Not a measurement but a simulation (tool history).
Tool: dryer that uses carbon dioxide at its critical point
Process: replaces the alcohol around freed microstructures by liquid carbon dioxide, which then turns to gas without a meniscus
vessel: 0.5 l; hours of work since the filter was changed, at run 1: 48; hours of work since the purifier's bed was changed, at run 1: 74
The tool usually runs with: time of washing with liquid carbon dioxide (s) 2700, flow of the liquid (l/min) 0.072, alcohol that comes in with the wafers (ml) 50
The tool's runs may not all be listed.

| run | hour | time of washing with liquid carbon dioxide (s) | flow of the liquid (l/min) | alcohol that comes in with the wafers (ml) | hours of work since the filter was changed | hours of work since the purifier's bed was changed | alcohol left in the vessel before it's heated (ppm by volume) |
|---|---|---|---|---|---|---|---|
| 1 | 0 | 2700 | 0.072 | 50 | 48 | 74 | 335 |
| 2 | 16.9 | 2700 | 0.072 | 50 | 59 | 85 | 351 |
| 3 | 28.6 | 2700 | 0.072 | 50 | 66 | 92 | 353 |
| 4 | 44.5 | 2700 | 0.072 | 50 | 76 | 102 | 354 |
| 5 | 60.1 | 2700 | 0.072 | 50 | 86 | 112 | 367 |
| 6 | 76.6 | 2700 | 0.072 | 107 | 97 | 123 | 806 |
| 7 | 89.7 | 2700 | 0.072 | 107 | 105 | 131 | 807 |
| 8 | 100.7 | 2700 | 0.072 | 22 | 112 | 138 | 174 |
| 9 | 108.7 | 2700 | 0.072 | 50 | 117 | 143 | 415 |
| 10 | 123.3 | 2700 | 0.072 | 50 | 127 | 153 | 416 |
| 11 | 133.5 | 1740 | 0.072 | 50 | 133 | 159 | 3016 |
| 12 | 148.5 | 2700 | 0.072 | 50 | 143 | 169 | 442 |
| 13 | 164.2 | 2700 | 0.072 | 50 | 153 | 179 | 450 |
| 14 | 176.5 | 2700 | 0.072 | 50 | 161 | 187 | 460 |
| 15 | 193.1 | 2700 | 0.072 | 50 | 171 | 197 | 491 |
| 16 | 201.7 | 3240 | 0.072 | 50 | 177 | 203 | 171 |
| 17 | 219.2 | 3240 | 0.072 | 50 | 188 | 214 | 191 |
| 18 | 226.7 | 2700 | 0.072 | 50 | 193 | 219 | 497 |
| 19 | 243.4 | 2700 | 0.0909 | 50 | 203 | 229 | 112 |
| 20 | 255.7 | 2700 | 0.072 | 51 | 211 | 237 | 530 |
| 21 | 266.7 | 2100 | 0.0725 | 50 | 218 | 244 | 1625 |
| 22 | 279.9 | 2100 | 0.0725 | 50 | 227 | 253 | 1665 |
| 23 | 292.8 | 3060 | 0.072 | 50 | 235 | 261 | 272 |
| 24 | 302.5 | 1920 | 0.072 | 50 | 241 | 267 | 2461 |
| 25 | 314.2 | 2700 | 0.0643 | 50 | 249 | 275 | 1018 |
| 26 | 325.3 | 2700 | 0.0643 | 50 | 256 | 282 | 1031 |
| 27 | 342.3 | 4320 | 0.0819 | 49 | 267 | 293 | 25 |
| 28 | 356.6 | 3480 | 0.0834 | 27 | 276 | 302 | 39 |
| 29 | 368.6 | 1920 | 0.072 | 50 | 283 | 309 | 2702 |
| 30 | 383.6 | 1920 | 0.0595 | 57 | 293 | 319 | 6265 |
| 31 | 392.8 | 1920 | 0.0595 | 57 | 299 | 325 | 6100 |
|  | 400.2 | inlet filter changed |
| 32 | 405.2 | 2880 | 0.0613 | 41 | 3 | 332 | 462 |
| 33 | 415.7 | 2880 | 0.0613 | 41 | 10 | 339 | 457 |
| 34 | 425.5 | 2880 | 0.0613 | 41 | 16 | 345 | 476 |
| 35 | 441.6 | 2100 | 0.0842 | 50 | 26 | 355 | 512 |
| 36 | 449.4 | 2100 | 0.0842 | 50 | 31 | 360 | 534 |
| 37 | 466.5 | 1680 | 0.0982 | 32 | 42 | 371 | 469 |
| 38 | 474.2 | 1680 | 0.0982 | 32 | 47 | 376 | 447 |
| 39 | 486.4 | 1680 | 0.0982 | 32 | 55 | 384 | 476 |

Predict each of these 3 candidate next runs independently; none follows another, all start after run 39:
| A | 495 | 3720 | 0.0434 | 25 | 61 | 390 | ? |
| B | 495 | 2700 | 0.0477 | 112 | 61 | 390 | ? |
| C | 495 | 1860 | 0.0881 | 76 | 61 | 390 | ? |

| run | alcohol left in the vessel before it's heated (ppm by volume) |
|---|---|
| A | 581 |
| B | 5979 |
| C | 1186 |
Stripped of hidden state, with their random variation kept, the same runs would have yielded:
| run | alcohol left in the vessel before it's heated (ppm by volume) |
|---|---|
| A | 487 |
| B | 5326 |
| C | 1002 |
